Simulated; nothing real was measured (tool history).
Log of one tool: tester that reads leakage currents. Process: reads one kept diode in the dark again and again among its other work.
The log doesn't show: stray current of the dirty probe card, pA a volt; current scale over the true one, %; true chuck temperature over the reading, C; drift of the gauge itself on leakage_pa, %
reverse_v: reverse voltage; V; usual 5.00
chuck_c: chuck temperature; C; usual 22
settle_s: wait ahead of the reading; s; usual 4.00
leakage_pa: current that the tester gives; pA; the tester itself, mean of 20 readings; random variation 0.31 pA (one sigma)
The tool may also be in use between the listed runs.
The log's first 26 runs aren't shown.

run	hour	reverse_v	chuck_c	settle_s	hours of work since the probe card was cleaned	hours of work since the tester was calibrated	hours of work since the chuck was calibrated	leakage_pa
27	2666.9	11.65	37	4.00	164	1233	622	566.45
28	2796.8	11.65	23	1.02	259	1328	717	205.56
29	2856.6	4.66	27	0.52	303	1372	761	169.83
30	2946.3	5.00	26	4.00	368	1437	826	161.48
31	3010.1	5.00	26	4.00	415	1484	873	161.45
# hour 3041.1: probe card cleaned and baked, once more
32	3116.3	5.00	26	4.00	55	1559	948	141.66
33	3180.3	5.00	26	4.00	102	1605	995	140.78
34	3277.7	5.00	26	4.00	173	1676	1066	140.75

The next listed run, before its measurement:
35	3354.9	5.00	26	4.00	229	1733	1122	?

Run 35 gave leakage_pa 141.47 pA.
Without the tool's hidden state the same run would have given leakage_pa 144.27 pA.
